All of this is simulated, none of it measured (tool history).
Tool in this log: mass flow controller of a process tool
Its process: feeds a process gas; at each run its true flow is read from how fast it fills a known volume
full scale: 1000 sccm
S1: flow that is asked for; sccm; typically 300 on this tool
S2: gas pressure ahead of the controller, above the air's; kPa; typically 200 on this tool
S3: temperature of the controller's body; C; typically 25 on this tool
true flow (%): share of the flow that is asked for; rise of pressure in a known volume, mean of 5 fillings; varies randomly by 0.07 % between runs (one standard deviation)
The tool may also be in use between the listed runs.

{"run": 1, "day": 0.0, "S1": 300, "S2": 200, "S3": 25, "true flow (%)": 99.86}
{"run": 2, "day": 4.725, "S1": 300, "S2": 149, "S3": 25, "true flow (%)": 100.22}
{"run": 3, "day": 8.671, "S1": 300, "S2": 230, "S3": 25, "true flow (%)": 99.73}
{"run": 4, "day": 11.708, "S1": 300, "S2": 226, "S3": 25, "true flow (%)": 99.72}
{"run": 5, "day": 17.775, "S1": 300, "S2": 226, "S3": 25, "true flow (%)": 100}
{"run": 6, "day": 23.183, "S1": 110, "S2": 200, "S3": 25, "true flow (%)": 100.88}
{"run": 7, "day": 30.275, "S1": 110, "S2": 200, "S3": 25, "true flow (%)": 101.21}
{"run": 8, "day": 36.758, "S1": 110, "S2": 200, "S3": 25, "true flow (%)": 101.59}
{"run": 9, "day": 40.962, "S1": 110, "S2": 200, "S3": 25, "true flow (%)": 101.68}
{"run": 10, "day": 44.438, "S1": 110, "S2": 153, "S3": 25, "true flow (%)": 102.21}
{"run": 11, "day": 49.462, "S1": 300, "S2": 200, "S3": 25, "true flow (%)": 100.71}
{"run": 12, "day": 53.442, "S1": 300, "S2": 200, "S3": 25, "true flow (%)": 100.75}
{"run": 13, "day": 59.375, "S1": 300, "S2": 200, "S3": 25, "true flow (%)": 100.97}
{"run": 14, "day": 66.254, "S1": 300, "S2": 200, "S3": 25, "true flow (%)": 101.1}
{"run": 15, "day": 71.746, "S1": 300, "S2": 142, "S3": 25, "true flow (%)": 101.41}
{"run": 16, "day": 75.033, "S1": 300, "S2": 142, "S3": 25, "true flow (%)": 101.51}
{"run": 17, "day": 78.354, "S1": 300, "S2": 142, "S3": 25, "true flow (%)": 101.58}
{"run": 18, "day": 81.279, "S1": 300, "S2": 142, "S3": 25, "true flow (%)": 101.57}
{"run": 19, "day": 85.488, "S1": 300, "S2": 142, "S3": 25, "true flow (%)": 101.6}
{"run": 20, "day": 89.696, "S1": 300, "S2": 276, "S3": 25, "true flow (%)": 100.99}
{"run": 21, "day": 94.225, "S1": 407, "S2": 200, "S3": 25, "true flow (%)": 101.05}
{"run": 22, "day": 98.762, "S1": 407, "S2": 200, "S3": 25, "true flow (%)": 101.33}
{"run": 23, "day": 103.604, "S1": 300, "S2": 200, "S3": 25, "true flow (%)": 101.73}
{"run": 24, "day": 107.671, "S1": 300, "S2": 200, "S3": 25, "true flow (%)": 101.72}
{"run": 25, "day": 110.975, "S1": 205, "S2": 182, "S3": 39, "true flow (%)": 103.79}
{"run": 26, "day": 115.329, "S1": 205, "S2": 182, "S3": 39, "true flow (%)": 103.94}
{"run": 27, "day": 119.092, "S1": 239, "S2": 145, "S3": 28, "true flow (%)": 102.93}
{"run": 28, "day": 124.95, "S1": 239, "S2": 213, "S3": 33, "true flow (%)": 103.02}
{"run": 29, "day": 128.817, "S1": 536, "S2": 141, "S3": 33, "true flow (%)": 102.73}
{"run": 30, "day": 133.562, "S1": 300, "S2": 206, "S3": 33, "true flow (%)": 103.02}
{"run": 31, "day": 140.583, "S1": 300, "S2": 206, "S3": 33, "true flow (%)": 103.01}

Run 32 is up next; what results do you expect?
{"run": 32, "day": 144.771, "S1": 300, "S2": 206, "S3": 33, "true flow (%)": "?"}

{"run 32": {"true flow (%)": 103.11}}
With no hidden state in the tool, this same run would have given true flow (%) 100.04.
